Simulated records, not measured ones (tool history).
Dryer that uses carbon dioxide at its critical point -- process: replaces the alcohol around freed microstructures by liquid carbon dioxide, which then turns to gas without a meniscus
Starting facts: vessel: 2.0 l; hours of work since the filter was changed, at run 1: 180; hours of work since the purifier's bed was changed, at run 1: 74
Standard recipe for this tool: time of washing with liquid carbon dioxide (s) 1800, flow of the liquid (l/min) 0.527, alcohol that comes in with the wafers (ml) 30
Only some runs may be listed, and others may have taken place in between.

run	day	time of washing with liquid carbon dioxide (s)	flow of the liquid (l/min)	alcohol that comes in with the wafers (ml)	hours of work since the filter was changed	hours of work since the purifier's bed was changed	alcohol left in the vessel before it's heated (ppm by volume)
1	0	1800	0.527	30	180	74	45
2	1.196	1800	0.527	30	190	83	51
3	1.75	2580	0.527	30	195	88	27
4	2.325	2580	0.527	30	199	93	19
5	3.179	1800	0.527	30	206	100	49
6	4.267	1800	0.527	30	215	108	37
7	5.458	1440	0.527	30	225	118	145
8	6.167	1800	0.527	30	231	124	54

Expected results for the next run?
9	7.192	1800	0.527	30	239	132	?

{"run 9": {"alcohol left in the vessel before it's heated (ppm by volume)": 67}}
Without the tool's hidden state the same run would have given alcohol left in the vessel before it's heated (ppm by volume) 36.
